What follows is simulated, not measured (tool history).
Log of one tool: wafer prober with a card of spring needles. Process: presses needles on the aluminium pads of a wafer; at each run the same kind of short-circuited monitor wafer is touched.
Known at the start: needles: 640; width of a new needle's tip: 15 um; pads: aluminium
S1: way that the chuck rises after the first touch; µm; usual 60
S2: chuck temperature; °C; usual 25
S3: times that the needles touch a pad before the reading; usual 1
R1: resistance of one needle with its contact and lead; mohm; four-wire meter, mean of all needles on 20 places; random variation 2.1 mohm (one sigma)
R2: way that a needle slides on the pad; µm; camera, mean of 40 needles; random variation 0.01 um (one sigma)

run   hour  S1   S2  S3   R1     R2
  1      0  60   25   1  663  10.75
       4.9  -- tips cleaned on abrasive film
      29.3  -- tips cleaned on abrasive film
  2   35.8  60   25   1  462  10.74
      54.9  -- tips cleaned on abrasive film
      78.8  -- tips cleaned on abrasive film
  3   93.1  60   25   1  610  10.73
     103.1  -- tips cleaned on abrasive film
  4  122.5  60   25   1  678  10.73
     126.6  -- tips cleaned on abrasive film
       151  -- tips cleaned on abrasive film
  5  155.7  60   25   1  408  10.71
     174.7  -- tips cleaned on abrasive film
     198.4  -- tips cleaned on abrasive film
  6  214.8  60   25   1  701  10.65
     225.7  -- tips cleaned on abrasive film
     250.8  -- tips cleaned on abrasive film
  7  268.5  60   25   1  683  10.65
     275.6  -- tips cleaned on abrasive film
     299.6  -- tips cleaned on abrasive film
  8  311.9  60   25   1  589  10.62
       325  -- tips cleaned on abrasive film
     325.3  -- height of the first contact set anew
     348.8  -- tips cleaned on abrasive film
  9  370.2  52   25   1  857   9.38
     374.9  -- tips cleaned on abrasive film
     401.3  -- tips cleaned on abrasive film
 10  403.6  58   25   1  383  10.45
     424.9  -- tips cleaned on abrasive film
 11  434.6  48   48   1  727   8.61
     450.1  -- tips cleaned on abrasive film
     477.1  -- tips cleaned on abrasive film
 12  484.2  48   48   1  624    8.6
     501.8  -- tips cleaned on abrasive film
 13  509.3  48   48   1  576   8.58
     527.8  -- tips cleaned on abrasive film
 14  534.3  64  107   2  364  11.44
     556.2  -- tips cleaned on abrasive film
 15  569.6  63   25   1  592  11.27
     583.7  -- tips cleaned on abrasive film
 16  603.8  71   25   1  570  12.69
     609.8  -- tips cleaned on abrasive film
     635.8  -- tips cleaned on abrasive film
     661.5  -- tips cleaned on abrasive film
 17  661.5  71   25   1  256  12.65
     688.3  -- tips cleaned on abrasive film
     712.4  -- tips cleaned on abrasive film
 18  718.7  63   85   1  423  11.18
       738  -- tips cleaned on abrasive film
 19  743.7  69   39   2  333  12.27

5 ways to go on from here, each from the tool as it stands after run 19. What would each give?
     763.8  -- tips cleaned on abrasive film
       790  -- tips cleaned on abrasive film
     790.3  -- height of the first contact set anew
  A  802.6  74  59   3   ?   ?
     763.8  -- tips cleaned on abrasive film
       790  -- tips cleaned on abrasive film
     790.3  -- height of the first contact set anew
  B  802.6  60  49   1   ?   ?
     763.8  -- tips cleaned on abrasive film
       790  -- tips cleaned on abrasive film
     790.3  -- height of the first contact set anew
  C  802.6  60  25   2   ?   ?
     763.8  -- tips cleaned on abrasive film
       790  -- tips cleaned on abrasive film
     790.3  -- height of the first contact set anew
  D  802.6  60  93   1   ?   ?
     763.8  -- tips cleaned on abrasive film
       790  -- tips cleaned on abrasive film
     790.3  -- height of the first contact set anew
  E  802.6  41  26   1   ?   ?

run    R1     R2
  A   325  13.35
  B   608  10.84
  C   465  10.85
  D   587  10.82
  E  1042   7.39
Without the tool's hidden state the same runs would have given:
run   R1     R2
  A  234  13.35
  B  236  10.84
  C  230  10.85
  D  243  10.82
  E  241   7.39
